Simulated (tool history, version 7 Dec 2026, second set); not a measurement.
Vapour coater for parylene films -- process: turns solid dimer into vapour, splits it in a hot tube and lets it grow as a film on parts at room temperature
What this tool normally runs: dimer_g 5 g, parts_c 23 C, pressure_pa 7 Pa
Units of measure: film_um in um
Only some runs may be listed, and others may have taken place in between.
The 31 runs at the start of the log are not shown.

run     day  dimer_g  parts_c  pressure_pa  hours of work since the trap's valve was overhauled  hours of work since the table's thermometer was calibrated  film_um
 32      61        4       23         5.22                                                  290                                                         725     1.58
 33  63.158        3       24         4.38                                                  312                                                         747     1.15
 34  65.671        3       24         4.38                                                  338                                                         773     1.16
 35      67        2       22         5.62                                                  352                                                         787      0.8
 36  68.629        2       22         2.97                                                  368                                                         803     0.84
 37  70.842        8       23            7                                                  391                                                         826     2.94
 38  72.512        8       23            7                                                  408                                                         843     2.94
 39    74.7        3       22         3.18                                                  431                                                         866     1.26
 40  77.229        3       22         3.18                                                  457                                                         892     1.23
 41  78.462        4       18            7                                                  470                                                         905     1.83
 42  80.492        4       32         11.7                                                  491                                                         926      0.9
     81.833  -- trap's valve overhauled
 43  83.404        9       17          2.8                                                   16                                                         954     5.27
 44  85.621        9       17          2.8                                                   39                                                         977     5.21
 45  87.467        9       17          2.8                                                   58                                                         996     5.21
 46  89.325        4       23         7.53                                                   77                                                        1015     1.58
 47  92.125        4       23         7.53                                                  106                                                        1044     1.55

Below are 4 alternative next runs, each starting from the tool's condition after run 47. Predict each:
  A  94.721        2       20         7.53                                                  133                                                        1071        ?
  B  94.721        4       23            7                                                  133                                                        1071        ?
  C  94.721        7       33         3.04                                                  133                                                        1071        ?
  D  94.721        9       20         7.53                                                  133                                                        1071        ?

run  film_um
  A     0.85
  B     1.53
  C     2.03
  D     3.94
Without the tool's hidden state the same runs would have given:
run  film_um
  A     0.92
  B     1.65
  C     2.18
  D     4.25

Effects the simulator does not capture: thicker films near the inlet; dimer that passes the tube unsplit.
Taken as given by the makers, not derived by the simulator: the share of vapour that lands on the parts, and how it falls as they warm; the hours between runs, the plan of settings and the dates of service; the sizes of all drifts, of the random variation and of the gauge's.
